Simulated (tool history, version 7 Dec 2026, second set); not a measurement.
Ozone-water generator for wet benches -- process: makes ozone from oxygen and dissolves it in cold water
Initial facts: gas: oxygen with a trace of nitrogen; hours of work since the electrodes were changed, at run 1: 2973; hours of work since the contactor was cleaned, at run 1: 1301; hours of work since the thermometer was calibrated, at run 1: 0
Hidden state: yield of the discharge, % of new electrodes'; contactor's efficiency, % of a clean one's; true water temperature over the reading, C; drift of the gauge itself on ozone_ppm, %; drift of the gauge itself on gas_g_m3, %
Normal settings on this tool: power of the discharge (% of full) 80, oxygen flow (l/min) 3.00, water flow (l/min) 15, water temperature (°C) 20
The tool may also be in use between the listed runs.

run	hour	power of the discharge (% of full)	oxygen flow (l/min)	water flow (l/min)	water temperature (°C)	hours of work since the electrodes were changed	hours of work since the contactor was cleaned	hours of work since the thermometer was calibrated	dissolved ozone (ppm)	ozone in the gas ahead of the water (g/m3)
1	0.0	80	3.00	15	20	2973	1301	0	26.4	273.7
2	179.0	80	3.00	15	20	3082	1411	110	26.0	271.0
3	313.6	80	3.00	15	20	3165	1493	192	26.0	270.3
4	391.0	80	3.00	15	20	3212	1541	240	26.0	269.8
5	516.9	80	3.00	15	20	3289	1618	317	25.9	268.0
6	658.7	80	3.00	15	20	3376	1705	404	26.1	271.4
7	777.9	60	3.00	13	20	3449	1778	477	24.8	230.3
8	863.1	61	3.00	15	18	3502	1830	529	22.9	230.8
9	1043.9	61	3.00	24	16	3613	1941	640	15.7	230.4
10	1171.0	79	4.43	24	24	3691	2019	718	16.4	205.9
11	1326.9	79	4.43	24	24	3786	2115	814	16.6	207.0

Consider 4 possible next runs. They are alternatives, not a sequence: every one starts from the tool as it was left by run 11. What does each give?
A	1468.9	79	1.70	24	16	3873	2202	901	?	?
B	1468.9	55	3.00	19	12	3873	2202	901	?	?
C	1468.9	62	3.00	15	20	3873	2202	901	?	?
D	1468.9	79	4.43	22	24	3873	2202	901	?	?

run	dissolved ozone (ppm)	ozone in the gas ahead of the water (g/m3)
A	16.6	381.2
B	18.8	216.9
C	22.3	232.3
D	17.6	205.1
What these runs would have given with no unlogged condition in the tool:
run	dissolved ozone (ppm)	ozone in the gas ahead of the water (g/m3)
A	18.6	417.7
B	20.7	233.6
C	24.8	251.6
D	19.8	224.8
